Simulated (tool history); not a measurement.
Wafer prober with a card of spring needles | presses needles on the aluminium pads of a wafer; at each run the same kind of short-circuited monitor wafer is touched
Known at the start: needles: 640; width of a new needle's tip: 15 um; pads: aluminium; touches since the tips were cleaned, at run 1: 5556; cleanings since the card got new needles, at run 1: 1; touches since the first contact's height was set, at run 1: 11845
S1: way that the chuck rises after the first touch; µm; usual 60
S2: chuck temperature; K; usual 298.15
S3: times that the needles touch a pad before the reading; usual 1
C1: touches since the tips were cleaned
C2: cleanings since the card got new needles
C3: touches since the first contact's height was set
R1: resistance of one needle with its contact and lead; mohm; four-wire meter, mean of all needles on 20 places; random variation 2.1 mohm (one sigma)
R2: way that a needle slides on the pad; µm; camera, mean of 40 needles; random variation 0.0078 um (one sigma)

Run 1, day 0.000: usual settings; C1 5556; C2 1; C3 11845. Result: R1 437 mohm, R2 10.113 µm.
At day 0.104: tips cleaned on abrasive film.
At day 0.846: tips cleaned on abrasive film.
Run 2, day 1.167: usual settings; C1 2734; C2 3; C3 21660. Result: R1 418 mohm, R2 10.089 µm.
At day 1.646: tips cleaned on abrasive film.
At day 2.375: tips cleaned on abrasive film.
Run 3, day 2.754: usual settings but S2 302.15 K; C1 3183; C2 5; C3 35025. Result: R1 429 mohm, R2 10.067 µm.
At day 3.133: tips cleaned on abrasive film.
At day 3.979: tips cleaned on abrasive film.
Run 4, day 4.046: usual settings but S2 302.15 K; C1 582; C2 7; C3 45919. Result: R1 309 mohm, R2 10.059 µm.
At day 4.696: tips cleaned on abrasive film.
At day 5.500: tips cleaned on abrasive film.
Run 5, day 5.662: usual settings but S2 302.15 K; C1 1378; C2 9; C3 59544. Result: R1 368 mohm, R2 10.038 µm.
At day 6.317: tips cleaned on abrasive film, once more.
At day 7.033: tips cleaned on abrasive film.
Run 6, day 7.279: usual settings but S2 302.15 K; C1 2084; C2 11; C3 73158. Result: R1 385 mohm, R2 10.038 µm.
At day 7.771: tips cleaned on abrasive film.
Run 7, day 8.438: usual settings but S2 302.15 K; C1 5648; C2 12; C3 82935. Result: R1 464 mohm, R2 10.021 µm.
At day 8.538: tips cleaned on abrasive film.
At day 9.267: tips cleaned on abrasive film.
Run 8, day 9.808: usual settings; C1 4577; C2 14; C3 94488. Result: R1 440 mohm, R2 10.001 µm.
At day 10.100: tips cleaned on abrasive film.
Run 9, day 10.567: usual settings; C1 3938; C2 15; C3 100859. Result: R1 446 mohm, R2 10.000 µm.
At day 10.875: tips cleaned on abrasive film.
At day 11.621: tips cleaned on abrasive film.
Run 10, day 12.238: usual settings; C1 5233; C2 17; C3 114959. Result: R1 461 mohm, R2 9.968 µm.
At day 12.346: tips cleaned on abrasive film.
At day 12.842: height of the first contact set anew.
At day 13.108: tips cleaned on abrasive film.
At day 13.854: tips cleaned on abrasive film.
Run 11, day 13.854: usual settings; C1 0; C2 20; C3 8515. Result: R1 259 mohm, R2 10.094 µm.
At day 14.654: tips cleaned on abrasive film.
Run 12, day 14.746: usual settings; C1 778; C2 21; C3 16045. Result: R1 316 mohm, R2 10.093 µm.
At day 15.479: tips cleaned on abrasive film.
Run 13, day 15.754: usual settings; C1 2299; C2 22; C3 24521. Result: R1 393 mohm, R2 10.096 µm.
At day 16.208: tips cleaned on abrasive film.
At day 17.025: tips cleaned on abrasive film.
Run 14, day 17.267: usual settings; C1 2072; C2 24; C3 37292. Result: R1 402 mohm, R2 10.062 µm.
At day 17.775: tips cleaned on abrasive film.
At day 18.550: tips cleaned on abrasive film.
Run 15, day 18.608: usual settings but S2 386.15 K; C1 484; C2 26; C3 48567. Result: R1 300 mohm, R2 10.052 µm.
At day 19.308: tips cleaned on abrasive film.
At day 20.088: tips cleaned on abrasive film.
Run 16, day 20.171: usual settings but S2 309.15 K, S3 2; C1 722; C2 28; C3 61749. Result: R1 277 mohm, R2 10.022 µm.
At day 20.875: tips cleaned on abrasive film.
Run 17, day 20.992: usual settings but S2 309.15 K, S3 2; C1 990; C2 29; C3 68663. Result: R1 292 mohm, R2 10.013 µm.
At day 21.667: tips cleaned on abrasive film.
At day 22.467: tips cleaned on abrasive film.
Run 18, day 22.525: usual settings but S2 335.15 K, S3 2; C1 499; C2 31; C3 81596. Result: R1 287 mohm, R2 9.986 µm.
At day 23.279: tips cleaned on abrasive film.
Run 19, day 23.717: usual settings but S1 70 µm, S2 335.15 K; C1 3688; C2 32; C3 91633. Result: R1 401 mohm, R2 11.698 µm.
At day 23.992: tips cleaned on abrasive film.
At day 24.712: tips cleaned on abrasive film.
At day 25.462: tips cleaned on abrasive film.
Run 20, day 25.462: usual settings but S1 63 µm, S2 366.15 K; C1 0; C2 35; C3 106343. Result: R1 270 mohm, R2 10.476 µm.
At day 26.179: tips cleaned on abrasive film.
Run 21, day 26.779: usual settings but S1 63 µm, S2 366.15 K; C1 5066; C2 36; C3 117447. Result: R1 435 mohm, R2 10.470 µm.
At day 26.929: tips cleaned on abrasive film.
At day 27.062: height of the first contact set anew.
At day 27.679: tips cleaned on abrasive film.
Run 22, day 28.300: usual settings but S1 70 µm; C1 5242; C2 38; C3 10426. Result: R1 404 mohm, R2 11.787 µm.
At day 28.454: tips cleaned on abrasive film.
At day 29.208: tips cleaned on abrasive film.
Run 23, day 29.708: usual settings but S1 70 µm; C1 4212; C2 40; C3 22291. Result: R1 400 mohm, R2 11.786 µm.
At day 29.938: tips cleaned on abrasive film.
At day 30.662: tips cleaned on abrasive film.
Run 24, day 30.875: usual settings but S1 70 µm; C1 1827; C2 42; C3 32128. Result: R1 343 mohm, R2 11.755 µm.
At day 31.392: tips cleaned on abrasive film.
At day 32.125: tips cleaned on abrasive film.
Run 25, day 32.308: usual settings but S1 55 µm, S2 309.15 K, S3 2; C1 1547; C2 44; C3 44193. Result: R1 339 mohm, R2 9.206 µm.
At day 32.867: tips cleaned on abrasive film.
Run 26, day 33.496: usual settings but S1 69 µm, S2 306.15 K; C1 5333; C2 45; C3 54213. Result: R1 421 mohm, R2 11.557 µm.
At day 33.625: tips cleaned on abrasive film.
At day 34.383: tips cleaned on abrasive film.
Run 27, day 34.838: usual settings but S1 73 µm, S2 303.15 K, S3 2; C1 3839; C2 47; C3 65516. Result: R1 325 mohm, R2 12.207 µm.
At day 35.175: tips cleaned on abrasive film.
At day 35.896: tips cleaned on abrasive film.
Run 28, day 35.896: usual settings but S1 73 µm, S2 303.15 K, S3 2; C1 0; C2 49; C3 74397. Result: R1 239 mohm, R2 12.207 µm.
At day 36.608: tips cleaned on abrasive film.
Run 29, day 36.933: usual settings but S1 47 µm, S2 375.15 K, S3 2; C1 2745; C2 50; C3 83142. Result: R1 423 mohm, R2 7.798 µm.
At day 37.342: tips cleaned on abrasive film.
At day 38.158: tips cleaned on abrasive film.
Run 30, day 38.583: usual settings but S1 47 µm, S2 375.15 K, S3 2; C1 3594; C2 52; C3 97068. Result: R1 442 mohm, R2 7.785 µm.

How the hidden state differs across the entries between the runs, from the last listed run before each to the first after it:
Between runs 1 and 2: tips cleaned on abrasive film (day 0.104); tips cleaned on abrasive film (day 0.846)
  debris on the tips, nm: 132.3 -> 111.1; way that the needles fall short of the set height, um: 0.07 -> 0.14; tips' diameter, um: 15.02 -> 15.06
  measured less the result without the state, R1: +209 -> +183 mohm; R2: -0.012 -> -0.023 µm
Between runs 2 and 3: tips cleaned on abrasive film (day 1.646); tips cleaned on abrasive film (day 2.375)
  debris on the tips, nm: 111.1 -> 120.3; way that the needles fall short of the set height, um: 0.14 -> 0.26; tips' diameter, um: 15.06 -> 15.1
  measured less the result without the state, R1: +183 -> +196 mohm; R2: -0.023 -> -0.045 µm
Between runs 3 and 4: tips cleaned on abrasive film (day 3.133); tips cleaned on abrasive film (day 3.979)
  debris on the tips, nm: 120.3 -> 47.5; way that the needles fall short of the set height, um: 0.26 -> 0.34; tips' diameter, um: 15.1 -> 15.13
  measured less the result without the state, R1: +196 -> +77 mohm; R2: -0.045 -> -0.058 µm
Between runs 4 and 5: tips cleaned on abrasive film (day 4.696); tips cleaned on abrasive film (day 5.500)
  debris on the tips, nm: 47.5 -> 80.5; way that the needles fall short of the set height, um: 0.34 -> 0.46; tips' diameter, um: 15.13 -> 15.17
  measured less the result without the state, R1: +77 -> +133 mohm; R2: -0.058 -> -0.078 µm
Between runs 5 and 6: tips cleaned on abrasive film, once more (day 6.317); tips cleaned on abrasive film (day 7.033)
  debris on the tips, nm: 80.5 -> 94.7; way that the needles fall short of the set height, um: 0.46 -> 0.54; tips' diameter, um: 15.17 -> 15.2
  measured less the result without the state, R1: +133 -> +155 mohm; R2: -0.078 -> -0.092 µm
Between runs 6 and 7: tips cleaned on abrasive film (day 7.771)
  debris on the tips, nm: 94.7 -> 139.3; way that the needles fall short of the set height, um: 0.54 -> 0.61; tips' diameter, um: 15.2 -> 15.22
  measured less the result without the state, R1: +155 -> +232 mohm; R2: -0.092 -> -0.102 µm
Between runs 7 and 8: tips cleaned on abrasive film (day 8.538); tips cleaned on abrasive film (day 9.267)
  debris on the tips, nm: 139.3 -> 126.5; way that the needles fall short of the set height, um: 0.61 -> 0.71; tips' diameter, um: 15.22 -> 15.26
  measured less the result without the state, R1: +232 -> +211 mohm; R2: -0.102 -> -0.120 µm
Between runs 8 and 9: tips cleaned on abrasive film (day 10.100)
  debris on the tips, nm: 126.5 -> 128.8; way that the needles fall short of the set height, um: 0.71 -> 0.76; tips' diameter, um: 15.26 -> 15.27
  measured less the result without the state, R1: +211 -> +217 mohm; R2: -0.120 -> -0.129 µm
Between runs 9 and 10: tips cleaned on abrasive film (day 10.875); tips cleaned on abrasive film (day 11.621)
  debris on the tips, nm: 128.8 -> 138.6; way that the needles fall short of the set height, um: 0.76 -> 0.87; tips' diameter, um: 15.27 -> 15.31
  measured less the result without the state, R1: +217 -> +234 mohm; R2: -0.129 -> -0.146 µm
Between runs 10 and 11: tips cleaned on abrasive film (day 12.346); height of the first contact set anew (day 12.842); tips cleaned on abrasive film (day 13.108); tips cleaned on abrasive film (day 13.854)
  debris on the tips, nm: 138.6 -> 15.3; way that the needles fall short of the set height, um: 0.87 -> 0.11; tips' diameter, um: 15.31 -> 15.37
  measured less the result without the state, R1: +234 -> +26 mohm; R2: -0.146 -> -0.019 µm
Between runs 11 and 12: tips cleaned on abrasive film (day 14.654)
  debris on the tips, nm: 15.3 -> 46; way that the needles fall short of the set height, um: 0.11 -> 0.15; tips' diameter, um: 15.37 -> 15.38
  measured less the result without the state, R1: +26 -> +79 mohm; R2: -0.019 -> -0.025 µm
Between runs 12 and 13: tips cleaned on abrasive film (day 15.479)
  debris on the tips, nm: 46 -> 98.1; way that the needles fall short of the set height, um: 0.15 -> 0.19; tips' diameter, um: 15.38 -> 15.39
  measured less the result without the state, R1: +79 -> +165 mohm; R2: -0.025 -> -0.032 µm
Between runs 13 and 14: tips cleaned on abrasive film (day 16.208); tips cleaned on abrasive film (day 17.025)
  debris on the tips, nm: 98.1 -> 98.6; way that the needles fall short of the set height, um: 0.19 -> 0.31; tips' diameter, um: 15.39 -> 15.44
  measured less the result without the state, R1: +165 -> +168 mohm; R2: -0.032 -> -0.053 µm
Between runs 14 and 15: tips cleaned on abrasive film (day 17.775); tips cleaned on abrasive film (day 18.550)
  debris on the tips, nm: 98.6 -> 34.1; way that the needles fall short of the set height, um: 0.31 -> 0.43; tips' diameter, um: 15.44 -> 15.48
  measured less the result without the state, R1: +168 -> +50 mohm; R2: -0.053 -> -0.073 µm
Between runs 15 and 16: tips cleaned on abrasive film (day 19.308); tips cleaned on abrasive film (day 20.088)
  debris on the tips, nm: 34.1 -> 43.7; way that the needles fall short of the set height, um: 0.43 -> 0.52; tips' diameter, um: 15.48 -> 15.51
  measured less the result without the state, R1: +50 -> +45 mohm; R2: -0.073 -> -0.088 µm
Between runs 16 and 17: tips cleaned on abrasive film (day 20.875)
  debris on the tips, nm: 43.7 -> 56.9; way that the needles fall short of the set height, um: 0.52 -> 0.58; tips' diameter, um: 15.51 -> 15.53
  measured less the result without the state, R1: +45 -> +59 mohm; R2: -0.088 -> -0.099 µm
Between runs 17 and 18: tips cleaned on abrasive film (day 21.667); tips cleaned on abrasive film (day 22.467)
  debris on the tips, nm: 56.9 -> 47.8; way that the needles fall short of the set height, um: 0.58 -> 0.7; tips' diameter, um: 15.53 -> 15.57
  measured less the result without the state, R1: +59 -> +47 mohm; R2: -0.099 -> -0.118 µm
Between runs 18 and 19: tips cleaned on abrasive film (day 23.279)
  debris on the tips, nm: 47.8 -> 129; way that the needles fall short of the set height, um: 0.7 -> 0.74; tips' diameter, um: 15.57 -> 15.59
  measured less the result without the state, R1: +47 -> +163 mohm; R2: -0.118 -> -0.124 µm
Between runs 19 and 20: tips cleaned on abrasive film (day 23.992); tips cleaned on abrasive film (day 24.712); tips cleaned on abrasive film (day 25.462)
  debris on the tips, nm: 129 -> 15.1; way that the needles fall short of the set height, um: 0.74 -> 0.9; tips' diameter, um: 15.59 -> 15.64
  measured less the result without the state, R1: +163 -> +23 mohm; R2: -0.124 -> -0.151 µm
Between runs 20 and 21: tips cleaned on abrasive film (day 26.179)
  debris on the tips, nm: 15.1 -> 131.1; way that the needles fall short of the set height, um: 0.9 -> 0.97; tips' diameter, um: 15.64 -> 15.67
  measured less the result without the state, R1: +23 -> +189 mohm; R2: -0.151 -> -0.163 µm
Between runs 21 and 22: tips cleaned on abrasive film (day 26.929); height of the first contact set anew (day 27.062); tips cleaned on abrasive film (day 27.679)
  debris on the tips, nm: 131.1 -> 137.1; way that the needles fall short of the set height, um: 0.97 -> 0.06; tips' diameter, um: 15.67 -> 15.7
  measured less the result without the state, R1: +189 -> +179 mohm; R2: -0.163 -> -0.011 µm
Between runs 22 and 23: tips cleaned on abrasive film (day 28.454); tips cleaned on abrasive film (day 29.208)
  debris on the tips, nm: 137.1 -> 126.8; way that the needles fall short of the set height, um: 0.06 -> 0.16; tips' diameter, um: 15.7 -> 15.74
  measured less the result without the state, R1: +179 -> +170 mohm; R2: -0.011 -> -0.028 µm
Between runs 23 and 24: tips cleaned on abrasive film (day 29.938); tips cleaned on abrasive film (day 30.662)
  debris on the tips, nm: 126.8 -> 86.7; way that the needles fall short of the set height, um: 0.16 -> 0.27; tips' diameter, um: 15.74 -> 15.78
  measured less the result without the state, R1: +170 -> +116 mohm; R2: -0.028 -> -0.046 µm
Between runs 24 and 25: tips cleaned on abrasive film (day 31.392); tips cleaned on abrasive film (day 32.125)
  debris on the tips, nm: 86.7 -> 82; way that the needles fall short of the set height, um: 0.27 -> 0.4; tips' diameter, um: 15.78 -> 15.82
  measured less the result without the state, R1: +116 -> +102 mohm; R2: -0.046 -> -0.068 µm
Between runs 25 and 26: tips cleaned on abrasive film (day 32.867)
  debris on the tips, nm: 82 -> 136.7; way that the needles fall short of the set height, um: 0.4 -> 0.45; tips' diameter, um: 15.82 -> 15.84
  measured less the result without the state, R1: +102 -> +188 mohm; R2: -0.068 -> -0.076 µm
Between runs 26 and 27: tips cleaned on abrasive film (day 33.625); tips cleaned on abrasive film (day 34.383)
  debris on the tips, nm: 136.7 -> 129.1; way that the needles fall short of the set height, um: 0.45 -> 0.56; tips' diameter, um: 15.84 -> 15.88
  measured less the result without the state, R1: +188 -> +98 mohm; R2: -0.076 -> -0.095 µm
Between runs 27 and 28: tips cleaned on abrasive film (day 35.175); tips cleaned on abrasive film (day 35.896)
  debris on the tips, nm: 129.1 -> 10.3; way that the needles fall short of the set height, um: 0.56 -> 0.65; tips' diameter, um: 15.88 -> 15.91
  measured less the result without the state, R1: +98 -> +9 mohm; R2: -0.095 -> -0.110 µm
Between runs 28 and 29: tips cleaned on abrasive film (day 36.608)
  debris on the tips, nm: 10.3 -> 110.1; way that the needles fall short of the set height, um: 0.65 -> 0.7; tips' diameter, um: 15.91 -> 15.93
  measured less the result without the state, R1: +9 -> +165 mohm; R2: -0.110 -> -0.117 µm
Between runs 29 and 30: tips cleaned on abrasive film (day 37.342); tips cleaned on abrasive film (day 38.158)
  debris on the tips, nm: 110.1 -> 123.9; way that the needles fall short of the set height, um: 0.7 -> 0.8; tips' diameter, um: 15.93 -> 15.96
  measured less the result without the state, R1: +165 -> +185 mohm; R2: -0.117 -> -0.135 µm
